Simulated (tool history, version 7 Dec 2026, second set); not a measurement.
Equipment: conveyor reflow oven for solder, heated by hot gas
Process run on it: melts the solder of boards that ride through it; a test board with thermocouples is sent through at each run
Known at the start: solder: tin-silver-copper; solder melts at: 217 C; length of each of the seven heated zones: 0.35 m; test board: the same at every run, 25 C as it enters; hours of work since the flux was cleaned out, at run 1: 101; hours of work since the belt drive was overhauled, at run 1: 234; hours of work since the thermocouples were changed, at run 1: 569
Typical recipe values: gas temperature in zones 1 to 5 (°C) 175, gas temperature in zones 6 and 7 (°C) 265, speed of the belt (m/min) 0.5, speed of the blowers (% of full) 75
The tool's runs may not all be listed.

run	day	gas temperature in zones 1 to 5 (°C)	gas temperature in zones 6 and 7 (°C)	speed of the belt (m/min)	speed of the blowers (% of full)	hours of work since the flux was cleaned out	hours of work since the belt drive was overhauled	hours of work since the thermocouples were changed	highest temperature of the board (°C)	time above the solder's melting point (s)
1	0	175	265	0.5	75	101	234	569	246.6	58.2
2	2.862	175	265	0.5	75	134	267	602	246.6	57.7
3	4.771	175	265	0.5	75	156	289	624	246	58.2
4	7.971	175	265	0.5	75	193	326	661	246.2	57.3
5	10.075	172	265	0.5	75	217	351	685	244.8	55.8
6	11.792	175	265	0.5	75	237	371	705	245.4	57.4
# day 12.646: thermocouples of zones 6 and 7 changed
7	14.321	175	273	0.5	75	266	399	19	254.1	64.6
8	17.229	175	273	0.5	75	299	433	53	254	64.5
9	19.046	177	265	0.5	75	320	454	74	248	60.1
10	21.233	177	265	0.5	75	346	479	99	247.7	59.8
11	24.517	177	265	0.5	75	383	517	137	247.4	60.2
# day 24.967: flux residue cleaned out of gas plates and filters
12	26.838	177	265	0.5	75	22	541	162	248.4	61.4
13	29.058	177	265	0.5	75	47	567	187	248.5	61.2
14	32.354	177	265	0.5	75	85	605	225	248.1	61.2
15	34.967	177	265	0.5	75	116	635	256	247.7	60.9
16	37.646	177	253	0.405	57	147	666	287	239.4	65.9
17	41.196	161	271	0.514	60	188	707	328	243.6	47.8
18	43.267	161	271	0.514	60	212	731	352	243.6	47.3
19	45.017	161	274	0.514	60	232	751	372	246	49.5
20	46.85	161	274	0.514	60	253	773	393	245.8	49.7
21	50.162	187	269	0.553	75	291	811	431	249.2	59.3
22	51.992	175	279	0.446	78	312	832	453	262.6	80.6
23	54.7	172	262	0.5	75	344	863	484	243.6	54.4
24	58.192	161	273	0.507	70	384	904	524	248.1	53.7
# day 58.562: flux residue cleaned out of gas plates and filters
25	60.283	161	273	0.507	70	20	926	546	249.7	55.9
26	62.592	175	255	0.41	88	47	952	573	245.5	76.1
27	65.842	175	265	0.574	88	84	990	610	246	50.6
# day 68.171: belt drive overhauled, speed set with a stopwatch
28	68.567	175	276	0.574	89	114	5	640	254.1	55.1
29	70.662	175	276	0.574	89	138	29	664	254	55.3

Below are 3 alternative next runs, each starting from the tool's condition after run 29. Predict each:
A	72.262	164	265	0.5	75	156	47	683	?	?
B	72.262	179	277	0.5	52	156	47	683	?	?
C	72.262	167	258	0.5	72	156	47	683	?	?

run	highest temperature of the board (°C)	time above the solder's melting point (s)
A	244.4	50.9
B	249.6	59.7
C	238	45.3
With the hidden condition removed and each run's random variation left untouched, the same runs would have given:
run	highest temperature of the board (°C)	time above the solder's melting point (s)
A	246.8	53.4
B	251.9	61.8
C	240.4	48.3

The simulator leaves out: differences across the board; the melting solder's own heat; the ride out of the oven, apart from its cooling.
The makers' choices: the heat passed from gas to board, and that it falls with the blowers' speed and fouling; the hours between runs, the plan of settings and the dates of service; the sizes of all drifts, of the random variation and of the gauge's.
